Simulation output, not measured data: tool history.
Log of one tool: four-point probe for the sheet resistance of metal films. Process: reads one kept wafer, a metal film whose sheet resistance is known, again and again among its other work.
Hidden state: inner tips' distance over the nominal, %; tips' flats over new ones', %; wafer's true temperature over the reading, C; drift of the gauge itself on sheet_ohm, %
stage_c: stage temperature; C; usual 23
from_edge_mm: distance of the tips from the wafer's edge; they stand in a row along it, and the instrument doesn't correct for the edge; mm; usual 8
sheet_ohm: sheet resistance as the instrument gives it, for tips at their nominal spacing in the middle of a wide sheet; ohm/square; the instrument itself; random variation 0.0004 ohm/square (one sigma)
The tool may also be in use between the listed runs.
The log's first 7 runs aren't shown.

run    hour  stage_c  from_edge_mm  touches since the probe head was changed  hours of work since the stage's thermometer was calibrated  sheet_ohm
  8   449.1       19             8                                     52371                                                          69   2.007954
  9   494.6       19             8                                     53229                                                          90   2.007723
 10   534.9       19             8                                     53990                                                         109    2.00751
 11   569.8       19             8                                     54648                                                         125   2.006869
 12   641.7       19             8                                     56004                                                         158   2.007465
 13   685.4       23             8                                     56828                                                         178   2.004291
 14   740.7       23             8                                     57872                                                         204    2.00436
 15   809.9       23             8                                     59177                                                         236   2.004303
 16   879.2       23             8                                     60484                                                         268   2.004639
 17   926.3       23             8                                     61372                                                         289   2.004195
 18  1000.6       23             8                                     62774                                                         324   2.003941
 19  1057.8       18             8                                     63854                                                         350    2.00984
 20  1130.9       18             8                                     65233                                                         384   2.009382
 21  1205.5       23             8                                     66639                                                         418   2.005583
 22  1262.8       23             8                                     67721                                                         445   2.006067
 23    1319       24            15                                     68781                                                         470   2.000794
 24  1352.2       31             4                                     69406                                                         486   2.010277
 25  1398.9       31             4                                     70287                                                         507   2.010403
 26  1441.2       31             4                                     71085                                                         527   2.010183
 27  1507.3       28            32                                     72332                                                         557   1.996883
 28  1539.7       25            10                                     72943                                                         572   2.002378
 29  1579.1       25            10                                     73687                                                         590   2.002094
 30  1655.9       25            58                                     75135                                                         626   1.999816

The next listed run, before its measurement:
 31  1725.5       31            58                                     76448                                                         658          ?

{"run 31": {"sheet_ohm": 1.994044}}
Without the tool's hidden state the same run would have given sheet_ohm 1.986716 ohm/square.
